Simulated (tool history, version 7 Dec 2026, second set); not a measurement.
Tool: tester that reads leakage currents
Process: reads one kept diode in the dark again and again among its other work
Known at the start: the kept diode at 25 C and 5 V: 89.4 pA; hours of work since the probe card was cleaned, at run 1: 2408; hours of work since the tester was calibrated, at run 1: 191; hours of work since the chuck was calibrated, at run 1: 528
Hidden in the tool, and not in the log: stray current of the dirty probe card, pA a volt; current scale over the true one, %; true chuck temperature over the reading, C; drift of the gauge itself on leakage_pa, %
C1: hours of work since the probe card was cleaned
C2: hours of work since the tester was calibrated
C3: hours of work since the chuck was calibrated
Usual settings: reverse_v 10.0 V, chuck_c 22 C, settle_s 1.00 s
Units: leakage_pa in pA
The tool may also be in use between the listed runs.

{"run": 1, "day": 0.0, "reverse_v": 10.0, "chuck_c": 22, "settle_s": 1.0, "C1": 2408, "C2": 191, "C3": 528, "leakage_pa": 112.91}
{"run": 2, "day": 1.054, "reverse_v": 10.0, "chuck_c": 22, "settle_s": 0.82, "C1": 2423, "C2": 206, "C3": 543, "leakage_pa": 112.33}
{"run": 3, "day": 2.067, "reverse_v": 2.9, "chuck_c": 22, "settle_s": 1.0, "C1": 2438, "C2": 220, "C3": 557, "leakage_pa": 57.28}
{"run": 4, "day": 2.996, "reverse_v": 2.9, "chuck_c": 54, "settle_s": 1.0, "C1": 2451, "C2": 234, "C3": 570, "leakage_pa": 837.41}
{"run": 5, "day": 3.596, "reverse_v": 2.9, "chuck_c": 54, "settle_s": 1.0, "C1": 2460, "C2": 242, "C3": 579, "leakage_pa": 833.79}
{"run": 6, "day": 4.667, "reverse_v": 2.9, "chuck_c": 54, "settle_s": 1.0, "C1": 2475, "C2": 257, "C3": 594, "leakage_pa": 836.87}
{"run": 7, "day": 5.533, "reverse_v": 2.9, "chuck_c": 54, "settle_s": 1.0, "C1": 2487, "C2": 270, "C3": 607, "leakage_pa": 834.59}
{"run": 8, "day": 6.488, "reverse_v": 10.0, "chuck_c": 22, "settle_s": 1.0, "C1": 2501, "C2": 283, "C3": 620, "leakage_pa": 111.77}
{"run": 9, "day": 7.079, "reverse_v": 10.0, "chuck_c": 22, "settle_s": 1.0, "C1": 2509, "C2": 292, "C3": 629, "leakage_pa": 112.8}
{"run": 10, "day": 7.946, "reverse_v": 10.0, "chuck_c": 22, "settle_s": 1.0, "C1": 2522, "C2": 304, "C3": 641, "leakage_pa": 112.2}
{"run": 11, "day": 8.883, "reverse_v": 10.0, "chuck_c": 22, "settle_s": 1.0, "C1": 2535, "C2": 318, "C3": 654, "leakage_pa": 112.44}
{"run": 12, "day": 9.933, "reverse_v": 10.0, "chuck_c": 22, "settle_s": 1.0, "C1": 2550, "C2": 333, "C3": 669, "leakage_pa": 112.92}
{"run": 13, "day": 10.812, "reverse_v": 10.0, "chuck_c": 22, "settle_s": 0.42, "C1": 2562, "C2": 345, "C3": 682, "leakage_pa": 118.59}
{"run": 14, "day": 11.408, "reverse_v": 10.0, "chuck_c": 22, "settle_s": 8.98, "C1": 2571, "C2": 354, "C3": 690, "leakage_pa": 109.49}
{"run": 15, "day": 12.812, "reverse_v": 10.0, "chuck_c": 22, "settle_s": 8.98, "C1": 2591, "C2": 374, "C3": 710, "leakage_pa": 109.4}
{"run": 16, "day": 14.254, "reverse_v": 10.0, "chuck_c": 22, "settle_s": 8.98, "C1": 2612, "C2": 394, "C3": 731, "leakage_pa": 109.49}
{"run": 17, "day": 15.367, "reverse_v": 10.0, "chuck_c": 22, "settle_s": 0.34, "C1": 2627, "C2": 410, "C3": 747, "leakage_pa": 120.81}
{"run": 18, "day": 16.775, "reverse_v": 10.0, "chuck_c": 22, "settle_s": 0.34, "C1": 2647, "C2": 430, "C3": 767, "leakage_pa": 119.42}
{"run": 19, "day": 17.4, "reverse_v": 10.0, "chuck_c": 22, "settle_s": 0.34, "C1": 2656, "C2": 439, "C3": 776, "leakage_pa": 120.25}
{"run": 20, "day": 18.821, "reverse_v": 10.0, "chuck_c": 22, "settle_s": 0.62, "C1": 2677, "C2": 459, "C3": 796, "leakage_pa": 115.06}
{"run": 21, "day": 19.508, "reverse_v": 5.7, "chuck_c": 22, "settle_s": 0.37, "C1": 2686, "C2": 469, "C3": 806, "leakage_pa": 86.02}
{"run": 22, "day": 20.288, "reverse_v": 5.7, "chuck_c": 55, "settle_s": 1.28, "C1": 2698, "C2": 480, "C3": 817, "leakage_pa": 1238.51}
{"run": 23, "day": 21.571, "reverse_v": 10.0, "chuck_c": 36, "settle_s": 1.03, "C1": 2716, "C2": 499, "C3": 835, "leakage_pa": 354.81}
{"run": 24, "day": 22.517, "reverse_v": 10.0, "chuck_c": 36, "settle_s": 1.03, "C1": 2729, "C2": 512, "C3": 849, "leakage_pa": 354.26}
{"run": 25, "day": 23.829, "reverse_v": 10.0, "chuck_c": 36, "settle_s": 1.03, "C1": 2748, "C2": 531, "C3": 868, "leakage_pa": 352.55}
{"run": 26, "day": 25.167, "reverse_v": 19.5, "chuck_c": 44, "settle_s": 1.0, "C1": 2767, "C2": 550, "C3": 887, "leakage_pa": 945.85}
{"run": 27, "day": 26.5, "reverse_v": 10.0, "chuck_c": 21, "settle_s": 1.0, "C1": 2786, "C2": 569, "C3": 906, "leakage_pa": 105.49}
{"run": 28, "day": 27.092, "reverse_v": 10.0, "chuck_c": 21, "settle_s": 1.0, "C1": 2795, "C2": 577, "C3": 914, "leakage_pa": 105.9}
{"run": 29, "day": 27.862, "reverse_v": 14.2, "chuck_c": 22, "settle_s": 1.0, "C1": 2806, "C2": 588, "C3": 925, "leakage_pa": 140.55}
{"run": 30, "day": 28.612, "reverse_v": 10.0, "chuck_c": 29, "settle_s": 0.93, "C1": 2816, "C2": 599, "C3": 936, "leakage_pa": 197.97}
{"run": 31, "day": 29.962, "reverse_v": 10.0, "chuck_c": 29, "settle_s": 0.93, "C1": 2836, "C2": 618, "C3": 955, "leakage_pa": 198.55}
{"run": 32, "day": 30.708, "reverse_v": 10.0, "chuck_c": 29, "settle_s": 0.93, "C1": 2846, "C2": 629, "C3": 966, "leakage_pa": 199.25}
{"run": 33, "day": 31.812, "reverse_v": 10.0, "chuck_c": 29, "settle_s": 0.93, "C1": 2862, "C2": 645, "C3": 981, "leakage_pa": 197.25}
{"run": 34, "day": 32.717, "reverse_v": 7.3, "chuck_c": 27, "settle_s": 0.93, "C1": 2875, "C2": 657, "C3": 994, "leakage_pa": 142.08}
{"run": 35, "day": 33.654, "reverse_v": 7.3, "chuck_c": 27, "settle_s": 0.93, "C1": 2888, "C2": 671, "C3": 1008, "leakage_pa": 142.36}
{"run": 36, "day": 34.858, "reverse_v": 18.4, "chuck_c": 58, "settle_s": 1.36, "C1": 2905, "C2": 688, "C3": 1025, "leakage_pa": 2730.26}
{"run": 37, "day": 35.704, "reverse_v": 3.7, "chuck_c": 36, "settle_s": 1.36, "C1": 2917, "C2": 700, "C3": 1037, "leakage_pa": 213.26}
{"run": 38, "day": 36.733, "reverse_v": 4.0, "chuck_c": 46, "settle_s": 0.34, "C1": 2932, "C2": 715, "C3": 1052, "leakage_pa": 511.82}
{"run": 39, "day": 38.162, "reverse_v": 10.0, "chuck_c": 29, "settle_s": 0.65, "C1": 2952, "C2": 735, "C3": 1072, "leakage_pa": 200.5}
{"run": 40, "day": 39.242, "reverse_v": 5.9, "chuck_c": 22, "settle_s": 1.97, "C1": 2968, "C2": 751, "C3": 1087, "leakage_pa": 83.5}

Some steps in leakage_pa between neighbouring runs. How much of each would the tool show without its hidden state too (settings, what came in, random variation), and how much is left for the hidden state, with any gauge scatter that isn't in both results?
Run 21 -> 22: chuck_c 22 -> 55, settle_s 0.37 -> 1.28. leakage_pa +1152.49 pA: hidden state -23.57, all else +1176.06.
Run 22 -> 23: reverse_v 5.7 -> 10.0, chuck_c 55 -> 36, settle_s 1.28 -> 1.03. leakage_pa -883.70 pA: hidden state +25.62, all else -909.32.
Run 35 -> 36: reverse_v 7.3 -> 18.4, chuck_c 27 -> 58, settle_s 0.93 -> 1.36. leakage_pa +2587.90 pA: hidden state -46.14, all else +2634.04.
Run 36 -> 37: reverse_v 18.4 -> 3.7, chuck_c 58 -> 36. leakage_pa -2517.00 pA: hidden state +36.62, all else -2553.62.

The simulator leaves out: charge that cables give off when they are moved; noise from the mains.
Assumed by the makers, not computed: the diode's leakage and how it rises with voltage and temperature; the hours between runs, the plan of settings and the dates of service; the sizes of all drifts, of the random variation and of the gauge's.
